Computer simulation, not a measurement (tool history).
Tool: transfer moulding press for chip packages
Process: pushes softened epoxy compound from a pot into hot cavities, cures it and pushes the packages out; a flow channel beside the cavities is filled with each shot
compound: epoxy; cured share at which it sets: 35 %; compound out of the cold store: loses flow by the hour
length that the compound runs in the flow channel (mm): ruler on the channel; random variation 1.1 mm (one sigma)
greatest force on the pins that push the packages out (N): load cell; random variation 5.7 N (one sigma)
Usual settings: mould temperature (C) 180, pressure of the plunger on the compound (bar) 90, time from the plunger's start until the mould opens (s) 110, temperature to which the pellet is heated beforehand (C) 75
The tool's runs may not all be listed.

| run | hour | mould temperature (C) | pressure of the plunger on the compound (bar) | time from the plunger's start until the mould opens (s) | temperature to which the pellet is heated beforehand (C) | incoming compound's hours out of the cold store | length that the compound runs in the flow channel (mm) | greatest force on the pins that push the packages out (N) |
|---|---|---|---|---|---|---|---|---|
| 1 | 0 | 180 | 90 | 110 | 75 | 41.1 | 515 | 210 |
|  | 29.1 | plunger's sealing rings changed |
| 2 | 41.5 | 180 | 90 | 95 | 75 | 17.8 | 586 | 342 |
|  | 73.8 | cavities cleaned with cleaning compound and waxed |
| 3 | 90.8 | 180 | 90 | 95 | 75 | 10.8 | 604 | 299 |
| 4 | 136.3 | 180 | 90 | 95 | 67 | 24.8 | 563 | 404 |
|  | 147.5 | cavities cleaned with cleaning compound and waxed |
| 5 | 211.1 | 180 | 90 | 110 | 74 | 28.1 | 551 | 328 |
|  | 222.1 | cavities cleaned with cleaning compound and waxed |
| 6 | 260.7 | 180 | 90 | 110 | 74 | 24.2 | 561 | 294 |
|  | 296.6 | cavities cleaned with cleaning compound and waxed |
| 7 | 312.5 | 180 | 90 | 110 | 74 | 22.8 | 562 | 234 |
| 8 | 363.1 | 180 | 90 | 95 | 75 | 10.6 | 596 | 393 |
|  | 368.1 | cavities cleaned with cleaning compound and waxed |
|  | 397.4 | plunger's sealing rings changed |
| 9 | 397.4 | 180 | 90 | 110 | 75 | 47.2 | 508 | 271 |
| 10 | 432.9 | 180 | 90 | 110 | 75 | 13.4 | 598 | 334 |
|  | 444.6 | cavities cleaned with cleaning compound and waxed |
| 11 | 505.7 | 180 | 90 | 110 | 74 | 28.6 | 554 | 314 |
|  | 517.1 | cavities cleaned with cleaning compound and waxed |
| 12 | 580.1 | 180 | 90 | 103 | 75 | 30.1 | 545 | 350 |
|  | 591.6 | cavities cleaned with cleaning compound and waxed |
| 13 | 632.3 | 175 | 90 | 103 | 75 | 13.2 | 608 | 429 |
|  | 667.2 | cavities cleaned with cleaning compound and waxed |
| 14 | 697.1 | 175 | 90 | 103 | 75 | 25.8 | 569 | 391 |
| 15 | 731.4 | 175 | 90 | 103 | 83 | 14.7 | 599 | 483 |
|  | 744.2 | cavities cleaned with cleaning compound and waxed |
|  | 766.7 | plunger's sealing rings changed |
| 16 | 805.5 | 180 | 90 | 110 | 70 | 18.8 | 581 | 320 |
|  | 822.3 | cavities cleaned with cleaning compound and waxed |
| 17 | 880.8 | 180 | 101.8 | 110 | 75 | 22.8 | 604 | 329 |
|  | 898.6 | cavities cleaned with cleaning compound and waxed |
| 18 | 940.3 | 180 | 104.3 | 110 | 75 | 35.4 | 574 | 296 |
|  | 972 | cavities cleaned with cleaning compound and waxed |
| 19 | 980.7 | 180 | 104.3 | 110 | 75 | 15 | 633 | 234 |
| 20 | 1013 | 177 | 90 | 120 | 76 | 26.8 | 562 | 293 |
|  | 1046 | cavities cleaned with cleaning compound and waxed |
| 21 | 1054.1 | 177 | 87 | 120 | 68 | 36.6 | 526 | 232 |
|  | 1120.5 | cavities cleaned with cleaning compound and waxed |
| 22 | 1128.4 | 177 | 87 | 135 | 84 | 28.5 | 543 | 207 |
|  | 1135.8 | plunger's sealing rings changed |
|  | 1195.3 | cavities cleaned with cleaning compound and waxed |
| 23 | 1203 | 187 | 108.2 | 115 | 84 | 21.7 | 607 | 199 |
| 24 | 1240.9 | 179 | 69.2 | 115 | 84 | 44.3 | 452 | 302 |
|  | 1272.1 | cavities cleaned with cleaning compound and waxed |
| 25 | 1292 | 179 | 69.2 | 115 | 84 | 26.7 | 490 | 272 |
|  | 1343.9 | cavities cleaned with cleaning compound and waxed |
| 26 | 1360.2 | 185 | 106.4 | 102 | 66 | 46.3 | 537 | 215 |
| 27 | 1392.8 | 179 | 90 | 122 | 68 | 24.7 | 563 | 299 |

Forecast run 28:
|  | 1416.2 | cavities cleaned with cleaning compound and waxed |
| 28 | 1424.2 | 180 | 71.3 | 105 | 78 | 27 | ? | ? |

length that the compound runs in the flow channel (mm): 490
greatest force on the pins that push the packages out (N): 243
Without the tool's hidden state the same run would have given length that the compound runs in the flow channel (mm) 497, greatest force on the pins that push the packages out (N) 206.
